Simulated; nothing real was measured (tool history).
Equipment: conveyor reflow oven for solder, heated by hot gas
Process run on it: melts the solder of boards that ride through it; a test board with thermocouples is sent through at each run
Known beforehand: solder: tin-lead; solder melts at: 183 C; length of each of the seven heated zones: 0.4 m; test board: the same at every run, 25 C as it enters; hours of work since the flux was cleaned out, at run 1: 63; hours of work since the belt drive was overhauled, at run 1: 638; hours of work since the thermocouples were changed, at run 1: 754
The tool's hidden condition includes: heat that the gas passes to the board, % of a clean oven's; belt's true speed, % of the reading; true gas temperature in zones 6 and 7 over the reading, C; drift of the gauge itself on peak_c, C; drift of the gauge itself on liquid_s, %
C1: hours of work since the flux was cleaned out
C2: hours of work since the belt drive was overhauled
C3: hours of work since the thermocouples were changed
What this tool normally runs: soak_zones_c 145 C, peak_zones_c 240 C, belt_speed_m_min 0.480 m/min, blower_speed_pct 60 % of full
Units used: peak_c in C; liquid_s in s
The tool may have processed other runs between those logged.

Run 1, hour 0.0: usual settings; C1 63; C2 638; C3 754. Result: peak_c 218.1 C, liquid_s 77.7 s.
At hour 34.9: thermocouples of zones 6 and 7 changed.
Run 2, hour 56.5: usual settings; C1 105; C2 681; C3 17. Result: peak_c 218.2 C, liquid_s 77.5 s.
Run 3, hour 99.2: usual settings but belt_speed_m_min 0.395 m/min; C1 139; C2 714; C3 50. Result: peak_c 224.5 C, liquid_s 103.7 s.
Run 4, hour 134.4: usual settings but belt_speed_m_min 0.395 m/min; C1 167; C2 742; C3 78. Result: peak_c 224.5 C, liquid_s 103.3 s.
Run 5, hour 158.1: usual settings; C1 185; C2 760; C3 97. Result: peak_c 218.2 C, liquid_s 77.7 s.
Run 6, hour 203.1: usual settings; C1 221; C2 796; C3 132. Result: peak_c 217.9 C, liquid_s 77.6 s.
Run 7, hour 230.9: usual settings; C1 242; C2 817; C3 154. Result: peak_c 218.0 C, liquid_s 77.7 s.
Run 8, hour 257.9: usual settings; C1 264; C2 839; C3 175. Result: peak_c 217.6 C, liquid_s 77.6 s.
Run 9, hour 306.3: usual settings; C1 301; C2 877; C3 213. Result: peak_c 218.1 C, liquid_s 77.2 s.
Run 10, hour 347.5: usual settings but belt_speed_m_min 0.382 m/min; C1 334; C2 909; C3 245. Result: peak_c 225.4 C, liquid_s 108.1 s.
At hour 365.8: belt drive overhauled, speed set with a stopwatch.
Run 11, hour 393.1: usual settings but soak_zones_c 157 C, peak_zones_c 242 C, belt_speed_m_min 0.406 m/min; C1 366; C2 21; C3 278. Result: peak_c 227.6 C, liquid_s 109.7 s.
Run 12, hour 437.6: usual settings but soak_zones_c 131 C, peak_zones_c 234 C, belt_speed_m_min 0.406 m/min; C1 401; C2 56; C3 313. Result: peak_c 216.1 C, liquid_s 83.2 s.
Run 13, hour 474.9: usual settings but soak_zones_c 131 C, peak_zones_c 234 C, belt_speed_m_min 0.552 m/min, blower_speed_pct 89 % of full; C1 431; C2 86; C3 342. Result: peak_c 214.7 C, liquid_s 59.8 s.
Run 14, hour 503.7: usual settings but soak_zones_c 131 C, peak_zones_c 234 C, belt_speed_m_min 0.552 m/min, blower_speed_pct 89 % of full; C1 453; C2 108; C3 365. Result: peak_c 214.4 C, liquid_s 59.0 s.
At hour 526.7: flux residue cleaned out of gas plates and filters.
Run 15, hour 543.6: usual settings but soak_zones_c 131 C, peak_zones_c 234 C, belt_speed_m_min 0.552 m/min, blower_speed_pct 89 % of full; C1 13; C2 136; C3 392. Result: peak_c 214.3 C, liquid_s 59.3 s.
Run 16, hour 576.0: usual settings but soak_zones_c 131 C, peak_zones_c 234 C, belt_speed_m_min 0.552 m/min, blower_speed_pct 89 % of full; C1 39; C2 161; C3 418. Result: peak_c 214.9 C, liquid_s 58.8 s.
Run 17, hour 611.4: usual settings but soak_zones_c 131 C, peak_zones_c 234 C, belt_speed_m_min 0.455 m/min, blower_speed_pct 89 % of full; C1 67; C2 189; C3 445. Result: peak_c 220.8 C, liquid_s 80.2 s.
Run 18, hour 635.0: usual settings but soak_zones_c 131 C, peak_zones_c 249 C, belt_speed_m_min 0.552 m/min, blower_speed_pct 64 % of full; C1 85; C2 207; C3 464. Result: peak_c 218.0 C, liquid_s 61.4 s.
Run 19, hour 672.1: usual settings but soak_zones_c 133 C, peak_zones_c 249 C, belt_speed_m_min 0.447 m/min, blower_speed_pct 64 % of full; C1 114; C2 236; C3 493. Result: peak_c 227.6 C, liquid_s 87.0 s.

What does the tool deliver on the next run?
Run 20, hour 719.2: usual settings but peak_zones_c 229 C, blower_speed_pct 71 % of full; C1 151; C2 273; C3 530. Result: peak_c ?, liquid_s ?.

{"run 20": {"peak_c": 212.6, "liquid_s": 72.7}}
The same run, on a tool lacking any hidden state, would have yielded peak_c 212.6 C, liquid_s 72.8 s.
